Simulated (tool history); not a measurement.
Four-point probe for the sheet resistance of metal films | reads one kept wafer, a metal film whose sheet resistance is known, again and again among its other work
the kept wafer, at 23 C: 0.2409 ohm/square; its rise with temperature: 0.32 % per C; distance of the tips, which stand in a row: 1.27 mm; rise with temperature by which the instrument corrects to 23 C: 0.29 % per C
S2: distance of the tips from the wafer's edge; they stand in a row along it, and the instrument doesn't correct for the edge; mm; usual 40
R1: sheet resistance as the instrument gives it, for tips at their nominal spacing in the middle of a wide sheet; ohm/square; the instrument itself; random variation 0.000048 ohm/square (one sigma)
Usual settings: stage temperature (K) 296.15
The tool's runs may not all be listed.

Run 1, hour 0.0: usual settings. Result: R1 0.240842 ohm/square.
Run 2, hour 24.8: usual settings but S2 18 mm. Result: R1 0.241269 ohm/square.
Run 3, hour 46.3: usual settings but S2 6 mm. Result: R1 0.246313 ohm/square.
Run 4, hour 70.0: usual settings but S2 6 mm. Result: R1 0.246297 ohm/square.
Run 5, hour 86.0: usual settings but stage temperature (K) 301.15. Result: R1 0.241043 ohm/square.
Run 6, hour 97.3: usual settings but stage temperature (K) 301.15. Result: R1 0.241025 ohm/square.
Run 7, hour 114.7: usual settings but stage temperature (K) 301.15. Result: R1 0.241021 ohm/square.
Run 8, hour 129.1: usual settings but stage temperature (K) 301.15. Result: R1 0.240930 ohm/square.
Run 9, hour 154.5: usual settings but stage temperature (K) 301.15. Result: R1 0.240987 ohm/square.
Run 10, hour 176.6: usual settings but stage temperature (K) 301.15. Result: R1 0.240953 ohm/square.
Run 11, hour 196.9: usual settings but stage temperature (K) 301.15, S2 14 mm. Result: R1 0.241935 ohm/square.
At hour 198.8: stage's thermometer calibrated.
Run 12, hour 218.2: usual settings but stage temperature (K) 295.15, S2 5 mm. Result: R1 0.248536 ohm/square.
Run 13, hour 231.7: usual settings but stage temperature (K) 295.15, S2 5 mm. Result: R1 0.248464 ohm/square.

Forecast run 14:
Run 14, hour 250.1: usual settings but stage temperature (K) 306.15. Result: R1 ?.

R1: 0.241196 ohm/square
Without the tool's hidden state the same run would have given R1 0.241635 ohm/square.

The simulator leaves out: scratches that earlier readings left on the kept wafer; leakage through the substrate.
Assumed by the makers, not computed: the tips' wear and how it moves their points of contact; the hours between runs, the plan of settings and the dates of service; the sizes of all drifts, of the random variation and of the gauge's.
